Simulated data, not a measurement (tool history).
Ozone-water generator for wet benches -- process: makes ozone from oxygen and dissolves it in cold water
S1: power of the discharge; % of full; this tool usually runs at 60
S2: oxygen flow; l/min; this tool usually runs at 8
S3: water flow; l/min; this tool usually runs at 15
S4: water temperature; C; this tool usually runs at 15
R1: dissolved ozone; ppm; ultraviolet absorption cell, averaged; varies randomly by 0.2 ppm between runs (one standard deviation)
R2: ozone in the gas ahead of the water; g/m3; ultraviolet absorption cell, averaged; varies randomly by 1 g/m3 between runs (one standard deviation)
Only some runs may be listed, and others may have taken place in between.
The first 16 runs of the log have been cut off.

{"hour": 461.2, "done": "gauge calibrated"}
{"run": 17, "hour": 476.5, "S1": 60, "S2": 5.27, "S3": 15, "S4": 15, "R1": 31.2, "R2": 230.8}
{"run": 18, "hour": 514.6, "S1": 68, "S2": 8, "S3": 15, "S4": 15, "R1": 30.7, "R2": 189.1}
{"run": 19, "hour": 542.7, "S1": 60, "S2": 11.87, "S3": 15, "S4": 9, "R1": 29.5, "R2": 136.7}
{"run": 20, "hour": 563.4, "S1": 60, "S2": 11.87, "S3": 15, "S4": 7, "R1": 30.2, "R2": 137.1}
{"run": 21, "hour": 580.8, "S1": 60, "S2": 11.87, "S3": 15, "S4": 7, "R1": 30.6, "R2": 136.4}
{"run": 22, "hour": 603.3, "S1": 60, "S2": 8, "S3": 15, "S4": 11, "R1": 30.9, "R2": 177.7}
{"run": 23, "hour": 622.6, "S1": 60, "S2": 8, "S3": 15, "S4": 11, "R1": 30.6, "R2": 178}
{"run": 24, "hour": 639.5, "S1": 48, "S2": 4.96, "S3": 14, "S4": 14, "R1": 29.3, "R2": 210.8}
{"run": 25, "hour": 658.9, "S1": 78, "S2": 8, "S3": 21, "S4": 15, "R1": 27.1, "R2": 208.8}
{"run": 26, "hour": 694.5, "S1": 77, "S2": 5.75, "S3": 15, "S4": 15, "R1": 35.3, "R2": 257.9}
{"run": 27, "hour": 716.8, "S1": 77, "S2": 5.14, "S3": 15, "S4": 17, "R1": 34.8, "R2": 278.4}
{"run": 28, "hour": 740.3, "S1": 47, "S2": 6.91, "S3": 13, "S4": 12, "R1": 29.6, "R2": 171.2}
{"run": 29, "hour": 775.8, "S1": 80, "S2": 4.06, "S3": 24, "S4": 17, "R1": 25.8, "R2": 329.4}
{"run": 30, "hour": 803.7, "S1": 64, "S2": 4.06, "S3": 24, "S4": 17, "R1": 22.7, "R2": 287.8}
{"run": 31, "hour": 831.4, "S1": 78, "S2": 11.65, "S3": 16, "S4": 8, "R1": 33.3, "R2": 167}
{"run": 32, "hour": 848.0, "S1": 78, "S2": 11.65, "S3": 16, "S4": 8, "R1": 33.6, "R2": 165.9}
{"run": 33, "hour": 886.7, "S1": 78, "S2": 11.65, "S3": 16, "S4": 8, "R1": 33.3, "R2": 165.5}

Consider 3 possible next runs. They are alternatives, not a sequence: every one starts from the tool as it was left by run 33. What does each give?
{"run": "A", "hour": 912.5, "S1": 87, "S2": 11.65, "S3": 10, "S4": 8, "R1": "?", "R2": "?"}
{"run": "B", "hour": 912.5, "S1": 81, "S2": 8.34, "S3": 15, "S4": 15, "R1": "?", "R2": "?"}
{"run": "C", "hour": 912.5, "S1": 60, "S2": 5.28, "S3": 10, "S4": 15, "R1": "?", "R2": "?"}

run=A R1=44.6 R2=176.3
run=B R1=33.7 R2=211.7
run=C R1=39.1 R2=236.1
Had the tool no hidden state, the same runs would have come out as:
run=A R1=44.6 R2=171.5
run=B R1=33.7 R2=205.9
run=C R1=39.2 R2=229.6

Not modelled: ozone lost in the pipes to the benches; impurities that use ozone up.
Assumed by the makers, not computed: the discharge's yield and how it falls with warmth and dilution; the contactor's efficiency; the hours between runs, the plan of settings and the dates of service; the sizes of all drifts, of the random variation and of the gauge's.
